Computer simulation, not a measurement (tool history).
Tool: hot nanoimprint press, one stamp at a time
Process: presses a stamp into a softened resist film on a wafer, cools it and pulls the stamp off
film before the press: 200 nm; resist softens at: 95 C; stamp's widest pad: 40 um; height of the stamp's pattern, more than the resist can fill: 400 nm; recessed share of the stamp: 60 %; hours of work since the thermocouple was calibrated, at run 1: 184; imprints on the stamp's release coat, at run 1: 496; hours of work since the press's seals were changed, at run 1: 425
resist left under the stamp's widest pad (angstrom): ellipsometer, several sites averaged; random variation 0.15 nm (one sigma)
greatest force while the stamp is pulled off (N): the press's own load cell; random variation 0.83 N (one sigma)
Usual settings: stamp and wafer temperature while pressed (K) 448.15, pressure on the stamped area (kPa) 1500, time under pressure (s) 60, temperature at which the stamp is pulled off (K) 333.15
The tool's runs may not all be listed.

run	hour	stamp and wafer temperature while pressed (K)	pressure on the stamped area (kPa)	time under pressure (s)	temperature at which the stamp is pulled off (K)	hours of work since the thermocouple was calibrated	imprints on the stamp's release coat	hours of work since the press's seals were changed	resist left under the stamp's widest pad (angstrom)	greatest force while the stamp is pulled off (N)
1	0	448.15	1500	60	333.15	184	496	425	926	112.6
# hour 13.5: stamp cleaned and given a new release coat
2	15.3	448.15	1500	60	333.15	190	8	430	923	97.1
3	31	448.15	1500	60	333.15	199	78	440	925	99.7
4	46.1	448.15	1400	60	333.15	209	146	449	952	101.4
5	64.3	448.15	1400	60	333.15	220	227	460	951	102.8
6	76	448.15	1400	60	333.15	227	279	468	950	105.3
7	85.1	448.15	1400	60	333.15	232	320	473	949	106.7
8	102.8	448.15	1500	60	330.15	243	399	484	925	114
9	117.1	448.15	1500	60	330.15	252	463	493	921	116.3
# hour 121.3: plate thermocouple calibrated
# hour 140.9: stamp cleaned and given a new release coat
10	143.1	448.15	1500	60	330.15	10	10	503	919	101.6
11	150.5	448.15	1500	60	330.15	14	43	508	919	102.7
12	159.1	448.15	1100	60	330.15	19	81	513	1047	104.2
13	167.8	448.15	1100	60	330.15	25	121	518	1045	104.2
14	181.6	448.15	1100	60	330.15	33	182	526	1043	109
# hour 192.4: plate thermocouple calibrated, once more
15	195.8	448.15	1100	60	330.15	2	232	533	1063	109.7
16	212.8	448.15	1100	60	330.15	12	308	544	1063	112.2
17	221	448.15	1100	60	330.15	17	345	549	1063	112
18	238.6	448.15	1100	60	330.15	28	423	559	1060	115.9
19	246.4	448.15	1100	60	330.15	33	458	564	1061	117.9
20	257.8	448.15	1500	60	322.15	40	509	571	935	131.9

Run 21 comes next. What will it give?
# hour 267.7: stamp cleaned and given a new release coat
21	281	448.15	1500	60	322.15	50	59	582	?	?

Run 21 gave resist left under the stamp's widest pad (angstrom) 935, greatest force while the stamp is pulled off (N) 115.5.
Without the tool's hidden state the same run would have given resist left under the stamp's widest pad (angstrom) 920, greatest force while the stamp is pulled off (N) 113.7.
